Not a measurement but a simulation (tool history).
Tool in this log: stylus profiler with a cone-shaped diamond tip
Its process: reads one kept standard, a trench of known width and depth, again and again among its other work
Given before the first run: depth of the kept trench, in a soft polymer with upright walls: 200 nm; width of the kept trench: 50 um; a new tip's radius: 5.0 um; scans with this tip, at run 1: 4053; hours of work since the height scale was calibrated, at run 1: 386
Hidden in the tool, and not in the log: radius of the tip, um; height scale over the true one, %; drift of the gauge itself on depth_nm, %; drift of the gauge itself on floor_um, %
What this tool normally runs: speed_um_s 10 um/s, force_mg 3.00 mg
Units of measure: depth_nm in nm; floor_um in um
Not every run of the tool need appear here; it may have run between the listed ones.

| run | hour | speed_um_s | force_mg | scans with this tip | hours of work since the height scale was calibrated | depth_nm | floor_um |
|---|---|---|---|---|---|---|---|
| 1 | 0.0 | 10 | 3.00 | 4053 | 386 | 201.56 | 47.15 |
| 2 | 14.9 | 10 | 3.00 | 4162 | 396 | 201.57 | 47.15 |
| 3 | 24.9 | 10 | 3.00 | 4234 | 403 | 201.57 | 47.16 |
| 4 | 37.3 | 10 | 3.00 | 4324 | 412 | 201.58 | 47.11 |
| 5 | 55.5 | 10 | 3.00 | 4457 | 424 | 201.54 | 47.16 |
| 6 | 67.4 | 10 | 3.00 | 4544 | 432 | 201.61 | 47.16 |
| 7 | 85.1 | 10 | 3.00 | 4672 | 445 | 201.65 | 47.20 |
| 8 | 94.3 | 10 | 3.00 | 4739 | 451 | 201.53 | 47.14 |
| 9 | 110.7 | 10 | 3.00 | 4859 | 463 | 201.65 | 47.15 |
| 10 | 124.9 | 10 | 1.04 | 4962 | 472 | 200.70 | 47.14 |
| 11 | 132.7 | 10 | 3.00 | 5019 | 478 | 201.66 | 47.12 |
| 12 | 150.0 | 10 | 3.00 | 5145 | 490 | 201.57 | 47.17 |
| 13 | 162.7 | 10 | 3.00 | 5237 | 499 | 201.56 | 47.12 |
| 14 | 172.7 | 10 | 3.00 | 5310 | 505 | 201.58 | 47.10 |
| 15 | 184.2 | 4 | 2.38 | 5394 | 513 | 201.31 | 47.18 |
| 16 | 196.0 | 4 | 2.38 | 5480 | 522 | 201.32 | 47.18 |
| 17 | 206.0 | 7 | 8.02 | 5552 | 528 | 202.93 | 47.16 |
| 18 | 214.3 | 10 | 3.86 | 5613 | 534 | 201.85 | 47.22 |
| 19 | 232.1 | 10 | 3.86 | 5742 | 547 | 201.92 | 47.15 |
| 20 | 240.6 | 2 | 7.37 | 5804 | 552 | 202.87 | 47.25 |
| 21 | 259.5 | 4 | 3.69 | 5942 | 566 | 201.77 | 47.16 |
| 22 | 269.2 | 4 | 3.69 | 6012 | 572 | 201.88 | 47.16 |
| 23 | 287.4 | 4 | 3.69 | 6145 | 585 | 201.84 | 47.19 |
| 24 | 301.1 | 9 | 8.15 | 6245 | 594 | 203.05 | 47.15 |
| 25 | 317.3 | 14 | 3.47 | 6362 | 606 | 201.77 | 47.08 |
| 26 | 326.5 | 34 | 1.12 | 6429 | 612 | 200.82 | 47.02 |

5 ways to go on from here, each from the tool as it stands after run 26. What would each give?
| A | 342.0 | 7 | 3.76 | 6542 | 623 | ? | ? |
| B | 342.0 | 4 | 8.50 | 6542 | 623 | ? | ? |
| C | 342.0 | 2 | 8.71 | 6542 | 623 | ? | ? |
| D | 342.0 | 9 | 3.00 | 6542 | 623 | ? | ? |
| E | 342.0 | 20 | 1.12 | 6542 | 623 | ? | ? |

| run | depth_nm | floor_um |
|---|---|---|
| A | 201.79 | 47.16 |
| B | 203.15 | 47.17 |
| C | 203.24 | 47.19 |
| D | 201.62 | 47.20 |
| E | 200.86 | 47.06 |
The same runs, with their run-to-run variation unchanged, on a tool lacking any hidden condition would have given:
| run | depth_nm | floor_um |
|---|---|---|
| A | 201.79 | 47.18 |
| B | 203.15 | 47.18 |
| C | 203.24 | 47.20 |
| D | 201.62 | 47.22 |
| E | 200.86 | 47.07 |
